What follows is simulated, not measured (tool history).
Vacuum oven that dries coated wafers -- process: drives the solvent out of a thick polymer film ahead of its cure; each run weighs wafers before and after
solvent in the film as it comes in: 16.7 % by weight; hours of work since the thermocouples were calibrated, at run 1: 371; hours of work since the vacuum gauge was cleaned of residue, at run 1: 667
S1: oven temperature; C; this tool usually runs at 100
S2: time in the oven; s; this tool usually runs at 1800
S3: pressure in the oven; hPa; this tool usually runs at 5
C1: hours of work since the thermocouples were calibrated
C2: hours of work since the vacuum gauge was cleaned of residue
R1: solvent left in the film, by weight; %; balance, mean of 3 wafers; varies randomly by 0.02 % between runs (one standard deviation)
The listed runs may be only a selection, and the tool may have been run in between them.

run 1 hour=0 | S1=100 S2=1800 S3=5 | C1=371 C2=667 | R1=1.04
run 2 hour=8.1 | S1=100 S2=1800 S3=5 | C1=375 C2=672 | R1=0.97
run 3 hour=19.4 | S1=100 S2=1800 S3=3.64 | C1=381 C2=677 | R1=0.98
run 4 hour=34.5 | S1=100 S2=1800 S3=3.64 | C1=389 C2=685 | R1=0.97
run 5 hour=52.1 | S1=100 S2=1800 S3=3.64 | C1=399 C2=695 | R1=0.93
run 6 hour=62.4 | S1=100 S2=1800 S3=3.64 | C1=404 C2=700 | R1=0.95
run 7 hour=74 | S1=100 S2=3060 S3=3.64 | C1=410 C2=706 | R1=0.28
run 8 hour=83.5 | S1=101 S2=3060 S3=3.64 | C1=415 C2=711 | R1=0.27
run 9 hour=102.1 | S1=101 S2=3060 S3=3.64 | C1=425 C2=721 | R1=0.26
run 10 hour=113.9 | S1=100 S2=1800 S3=5 | C1=431 C2=727 | R1=1
run 11 hour=130.8 | S1=100 S2=1800 S3=5 | C1=440 C2=736 | R1=1.01
run 12 hour=146.7 | S1=100 S2=1800 S3=10.34 | C1=449 C2=745 | R1=1.23
run 13 hour=161.3 | S1=94 S2=1800 S3=10.34 | C1=456 C2=752 | R1=2.18
run 14 hour=172.4 | S1=94 S2=1800 S3=10.34 | C1=462 C2=758 | R1=2.14
run 15 hour=181.9 | S1=100 S2=1800 S3=4.71 | C1=467 C2=763 | R1=0.96
run 16 hour=195.1 | S1=100 S2=1800 S3=5 | C1=474 C2=770 | R1=0.99
run 17 hour=209.3 | S1=100 S2=1800 S3=5 | C1=482 C2=778 | R1=0.98
run 18 hour=219.9 | S1=90 S2=1800 S3=5 | C1=487 C2=783 | R1=2.74
run 19 hour=228.7 | S1=90 S2=1800 S3=5 | C1=492 C2=788 | R1=2.7
run 20 hour=239.5 | S1=100 S2=1800 S3=5 | C1=498 C2=794 | R1=1
run 21 hour=247.8 | S1=100 S2=3180 S3=5 | C1=502 C2=798 | R1=0.3
run 22 hour=263.8 | S1=100 S2=3180 S3=5 | C1=510 C2=807 | R1=0.35
run 23 hour=279.6 | S1=100 S2=3180 S3=5 | C1=519 C2=815 | R1=0.32

Expected results for the next run?
run 24 hour=291.1 | S1=98 S2=1800 S3=7.09 | C1=525 C2=821 | R1=?

R1: 1.32 %
Take away the tool's hidden state, keep the run-to-run variation as it was, and the same run would have given R1 1.48 %.
